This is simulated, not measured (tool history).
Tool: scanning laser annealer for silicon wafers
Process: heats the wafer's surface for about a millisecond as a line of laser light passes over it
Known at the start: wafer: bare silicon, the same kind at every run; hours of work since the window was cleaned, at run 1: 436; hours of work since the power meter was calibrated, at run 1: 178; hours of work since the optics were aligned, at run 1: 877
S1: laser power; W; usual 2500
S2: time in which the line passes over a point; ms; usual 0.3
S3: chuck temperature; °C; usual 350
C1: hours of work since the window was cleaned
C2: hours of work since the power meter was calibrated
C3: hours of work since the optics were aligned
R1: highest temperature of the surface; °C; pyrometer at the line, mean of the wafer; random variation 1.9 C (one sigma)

{"run": 1, "hour": 0.0, "S1": 2500, "S2": 0.3, "S3": 350, "C1": 436, "C2": 178, "C3": 877, "R1": 1178}
{"run": 2, "hour": 14.4, "S1": 2500, "S2": 0.3, "S3": 350, "C1": 445, "C2": 186, "C3": 886, "R1": 1177}
{"hour": 21.6, "done": "window over the wafer cleaned"}
{"run": 3, "hour": 23.4, "S1": 2135, "S2": 0.3, "S3": 350, "C1": 1, "C2": 191, "C3": 891, "R1": 1051}
{"run": 4, "hour": 33.4, "S1": 2135, "S2": 0.3, "S3": 350, "C1": 7, "C2": 197, "C3": 897, "R1": 1052}
{"run": 5, "hour": 45.0, "S1": 2135, "S2": 0.3, "S3": 350, "C1": 14, "C2": 204, "C3": 904, "R1": 1050}
{"run": 6, "hour": 52.6, "S1": 2500, "S2": 0.3, "S3": 387, "C1": 19, "C2": 209, "C3": 909, "R1": 1215}
{"run": 7, "hour": 63.3, "S1": 2500, "S2": 0.3, "S3": 387, "C1": 26, "C2": 215, "C3": 915, "R1": 1217}
{"run": 8, "hour": 73.1, "S1": 2500, "S2": 0.3, "S3": 387, "C1": 32, "C2": 222, "C3": 921, "R1": 1218}
{"run": 9, "hour": 86.5, "S1": 2500, "S2": 0.3, "S3": 315, "C1": 40, "C2": 230, "C3": 930, "R1": 1144}
{"run": 10, "hour": 94.1, "S1": 2505, "S2": 0.3, "S3": 350, "C1": 45, "C2": 235, "C3": 934, "R1": 1180}
{"run": 11, "hour": 105.8, "S1": 2524, "S2": 0.227, "S3": 313, "C1": 52, "C2": 242, "C3": 942, "R1": 1031}
{"run": 12, "hour": 119.3, "S1": 2524, "S2": 0.268, "S3": 313, "C1": 60, "C2": 250, "C3": 950, "R1": 1100}
{"run": 13, "hour": 127.7, "S1": 2524, "S2": 0.268, "S3": 313, "C1": 66, "C2": 255, "C3": 955, "R1": 1105}
{"run": 14, "hour": 139.1, "S1": 2474, "S2": 0.27, "S3": 373, "C1": 73, "C2": 262, "C3": 962, "R1": 1151}
{"run": 15, "hour": 145.9, "S1": 2474, "S2": 0.236, "S3": 369, "C1": 77, "C2": 267, "C3": 966, "R1": 1089}
{"run": 16, "hour": 155.3, "S1": 2500, "S2": 0.3, "S3": 385, "C1": 83, "C2": 272, "C3": 972, "R1": 1211}
{"run": 17, "hour": 165.5, "S1": 2272, "S2": 0.366, "S3": 385, "C1": 89, "C2": 279, "C3": 979, "R1": 1218}

Forecast run 18:
{"run": 18, "hour": 176.2, "S1": 2156, "S2": 0.366, "S3": 343, "C1": 96, "C2": 285, "C3": 985, "R1": "?"}

{"run 18": {"R1": 1135}}
Without the tool's hidden state the same run would have given R1 1135 °C.
